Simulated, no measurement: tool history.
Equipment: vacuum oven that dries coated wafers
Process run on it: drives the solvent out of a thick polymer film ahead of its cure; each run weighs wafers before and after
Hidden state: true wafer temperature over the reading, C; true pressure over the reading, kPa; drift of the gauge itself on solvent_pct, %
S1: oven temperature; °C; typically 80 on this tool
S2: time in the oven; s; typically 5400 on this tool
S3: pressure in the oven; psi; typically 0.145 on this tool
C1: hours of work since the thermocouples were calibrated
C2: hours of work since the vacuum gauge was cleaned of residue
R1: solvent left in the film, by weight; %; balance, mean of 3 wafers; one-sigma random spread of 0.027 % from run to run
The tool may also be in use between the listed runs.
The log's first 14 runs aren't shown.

run 15 day=11.212 | S1=78 S2=5400 S3=0.145 | C1=488 C2=243 | R1=2.84
run 16 day=11.892 | S1=80 S2=5400 S3=0.09 | C1=498 C2=253 | R1=2.28
run 17 day=12.596 | S1=93 S2=5400 S3=0.145 | C1=508 C2=263 | R1=0.86
run 18 day=13.621 | S1=77 S2=4740 S3=0.119 | C1=522 C2=277 | R1=3.29
run 19 day=14.25 | S1=77 S2=4740 S3=0.119 | C1=531 C2=287 | R1=3.34
run 20 day=14.862 | S1=77 S2=4740 S3=0.119 | C1=540 C2=295 | R1=3.34
run 21 day=15.408 | S1=77 S2=4740 S3=0.119 | C1=548 C2=303 | R1=3.27
run 22 day=16.379 | S1=77 S2=4740 S3=0.119 | C1=562 C2=317 | R1=3.33
run 23 day=17 | S1=77 S2=4740 S3=0.119 | C1=571 C2=326 | R1=3.39
run 24 day=17.838 | S1=79 S2=5400 S3=0.145 | C1=583 C2=338 | R1=2.68
run 25 day=18.442 | S1=81 S2=5400 S3=0.145 | C1=592 C2=347 | R1=2.3
run 26 day=19.133 | S1=83 S2=9600 S3=0.566 | C1=601 C2=357 | R1=2.68
run 27 day=19.75 | S1=65 S2=3660 S3=0.566 | C1=610 C2=365 | R1=8.45
run 28 day=20.292 | S1=80 S2=4140 S3=0.206 | C1=618 C2=373 | R1=3.52
run 29 day=20.825 | S1=73 S2=3000 S3=0.091 | C1=626 C2=381 | R1=5.49
run 30 day=21.296 | S1=80 S2=2760 S3=0.547 | C1=632 C2=388 | R1=5.93
run 31 day=21.808 | S1=69 S2=5880 S3=0.133 | C1=640 C2=395 | R1=4.3

Branching from run 31: 5 alternative next runs. What would each branch give?
run A day=22.712 | S1=69 S2=5880 S3=0.524 | C1=653 C2=408 | R1=?
run B day=22.712 | S1=75 S2=9420 S3=0.145 | C1=653 C2=408 | R1=?
run C day=22.712 | S1=79 S2=5880 S3=0.313 | C1=653 C2=408 | R1=?
run D day=22.712 | S1=92 S2=3780 S3=0.329 | C1=653 C2=408 | R1=?
run E day=22.712 | S1=80 S2=5400 S3=0.334 | C1=653 C2=408 | R1=?

run=A R1=6.34
run=B R1=1.84
run=C R1=3.11
run=D R1=2.1
run=E R1=3.26
Take away the tool's hidden state, keep each run's random variation, and the runs would have read:
run=A R1=6.33
run=B R1=1.83
run=C R1=3.1
run=D R1=2.09
run=E R1=3.25

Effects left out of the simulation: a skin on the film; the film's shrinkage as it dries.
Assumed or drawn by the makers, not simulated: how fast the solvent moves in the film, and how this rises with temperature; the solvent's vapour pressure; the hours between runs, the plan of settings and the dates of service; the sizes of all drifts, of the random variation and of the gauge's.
